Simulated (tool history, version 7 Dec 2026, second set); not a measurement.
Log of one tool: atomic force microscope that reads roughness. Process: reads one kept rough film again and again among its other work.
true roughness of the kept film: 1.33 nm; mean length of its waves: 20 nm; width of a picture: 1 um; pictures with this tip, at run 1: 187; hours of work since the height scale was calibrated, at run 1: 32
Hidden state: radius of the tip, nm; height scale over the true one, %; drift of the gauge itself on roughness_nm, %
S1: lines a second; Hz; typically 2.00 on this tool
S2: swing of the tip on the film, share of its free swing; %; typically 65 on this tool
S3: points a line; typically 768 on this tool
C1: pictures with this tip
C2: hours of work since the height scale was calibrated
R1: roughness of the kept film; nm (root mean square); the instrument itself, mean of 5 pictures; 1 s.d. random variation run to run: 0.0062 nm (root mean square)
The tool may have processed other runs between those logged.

run	day	S1	S2	S3	C1	C2	R1
1	0.000	2.00	65	768	187	32	1.024
2	0.488	2.00	65	768	211	41	1.004
3	0.908	2.00	65	768	232	48	0.977
# day 1.333: new tip fitted
4	1.608	2.00	65	768	13	59	1.180
5	2.088	2.95	65	768	37	67	1.138
6	2.688	2.00	65	768	66	77	1.122
7	3.367	2.00	65	768	99	89	1.098
8	3.900	1.18	65	768	126	98	1.095
9	4.392	1.02	65	768	150	106	1.086
10	5.029	0.57	71	559	181	117	1.044
11	5.650	0.57	71	559	211	127	1.024
12	6.046	2.00	65	498	231	134	0.984
# day 6.500: new tip fitted
13	6.554	2.00	65	498	3	142	1.175
14	7.029	2.00	65	498	26	150	1.145
15	7.438	1.04	75	816	46	157	1.136
16	7.925	1.04	75	816	70	165	1.121
17	8.408	1.90	72	492	93	174	1.075
18	8.867	2.88	65	995	116	181	1.064

Each row is a separate what-if for the run after 18, all from the same tool condition, not one after another. Results?
A	9.179	2.00	78	768	131	187	?
B	9.179	2.29	65	995	131	187	?
C	9.179	1.15	65	768	131	187	?
D	9.179	2.00	65	331	131	187	?

run	R1
A	1.034
B	1.066
C	1.080
D	1.031
Without the tool's hidden state the same runs would have given:
run	R1
A	1.163
B	1.198
C	1.213
D	1.161
